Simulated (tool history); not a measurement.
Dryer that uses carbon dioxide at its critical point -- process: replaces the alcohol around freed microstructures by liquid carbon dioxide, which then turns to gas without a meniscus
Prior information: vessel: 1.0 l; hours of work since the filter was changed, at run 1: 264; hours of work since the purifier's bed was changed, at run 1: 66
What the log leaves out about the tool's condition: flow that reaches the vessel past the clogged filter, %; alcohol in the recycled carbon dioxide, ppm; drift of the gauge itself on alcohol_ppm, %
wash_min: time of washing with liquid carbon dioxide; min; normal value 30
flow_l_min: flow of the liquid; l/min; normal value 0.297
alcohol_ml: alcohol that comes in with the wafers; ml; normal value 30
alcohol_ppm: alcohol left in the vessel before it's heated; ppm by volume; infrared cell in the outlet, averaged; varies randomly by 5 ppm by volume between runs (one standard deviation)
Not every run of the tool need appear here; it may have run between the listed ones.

run,hour,wash_min,flow_l_min,alcohol_ml,hours of work since the filter was changed,hours of work since the purifier's bed was changed,alcohol_ppm
1,0.0,30,0.297,30,264,66,70
2,32.6,30,0.297,30,276,78,78
3,67.9,30,0.297,30,289,90,80
4,103.4,30,0.297,30,301,103,71
5,156.1,30,0.297,63,320,122,166
6,180.8,35,0.297,63,329,131,60
7,222.2,44,0.297,63,344,146,22
8,266.7,30,0.297,30,360,161,97
9,311.1,30,0.188,30,376,177,750
10,344.2,30,0.297,30,388,189,96
11,390.0,30,0.297,30,404,206,103
# hour 402.0: inlet filter changed
12,432.4,30,0.271,30,11,221,98
13,460.0,30,0.271,30,21,230,91
14,482.3,30,0.271,30,29,238,106
15,515.0,30,0.430,30,41,250,20
16,554.8,30,0.430,30,55,264,18
17,582.8,30,0.297,30,65,274,59
18,605.4,30,0.297,30,73,283,69
19,650.1,30,0.297,30,89,299,70
20,677.0,30,0.224,30,99,308,258
21,712.6,30,0.297,115,111,321,201
22,762.0,30,0.497,53,129,339,29
23,794.8,30,0.497,53,141,350,27
24,816.9,30,0.497,53,149,358,38
25,851.7,30,0.497,53,161,371,31
26,889.6,24,0.458,53,175,384,35
27,937.9,24,0.445,91,192,402,73
28,977.9,28,0.297,31,207,416,113
29,1029.7,26,0.297,30,225,435,160
30,1078.2,32,0.243,30,242,452,158
31,1116.0,47,0.205,119,256,466,187
32,1143.9,38,0.324,30,266,476,31
33,1176.3,38,0.324,30,278,487,43

Forecast run 34:
34,1215.1,38,0.324,30,292,501,?

{"run 34": {"alcohol_ppm": 42}}
Without the tool's hidden state the same run would have given alcohol_ppm 11 ppm by volume.

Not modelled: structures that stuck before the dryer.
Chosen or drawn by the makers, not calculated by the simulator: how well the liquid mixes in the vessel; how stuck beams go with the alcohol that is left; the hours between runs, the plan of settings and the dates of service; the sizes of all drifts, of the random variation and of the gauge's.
